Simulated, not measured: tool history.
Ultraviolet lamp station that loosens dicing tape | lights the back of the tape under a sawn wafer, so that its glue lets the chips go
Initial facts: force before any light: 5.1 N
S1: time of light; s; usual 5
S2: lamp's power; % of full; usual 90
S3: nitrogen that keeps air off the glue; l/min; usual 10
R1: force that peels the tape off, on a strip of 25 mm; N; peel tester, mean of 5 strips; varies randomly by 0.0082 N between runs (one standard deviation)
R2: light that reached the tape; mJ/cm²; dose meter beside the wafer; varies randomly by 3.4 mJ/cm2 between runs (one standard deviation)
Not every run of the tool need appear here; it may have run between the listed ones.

run     day  S1  S2  S3     R1   R2
  1       0   5  90  10  0.328  549
      1.442  -- window cleaned of glue's vapour
  2   2.421   5  90  10  0.332  546
  3   5.004   5  90  10  0.327  548
  4   6.404   5  90   7  0.379  549
  5   9.579   5  90  10  0.339  551
  6  12.088   5  90  10  0.321  544
       14.3  -- window cleaned of glue's vapour
  7    14.3   5  99  10  0.271  603
  8  16.238   5  99  10  0.268  599
  9  18.125   5  99  10  0.267  600
 10  20.992   5  99  10  0.269  600
 11  24.367   4  83   5  0.857  401
     27.004  -- window cleaned of glue's vapour
 12  27.758   4  83   5  0.879  402
 13  29.704   4  74   3  1.217  363

Estimate the outcome of run 14 from the log above:
 14  31.504   4  74  12   ?   ?

{"run 14": {"R1": 0.723, "R2": 361}}
Take away the tool's hidden state, keep the run-to-run variation as it was, and the same run would have given R1 0.721 N, R2 362 mJ/cm².
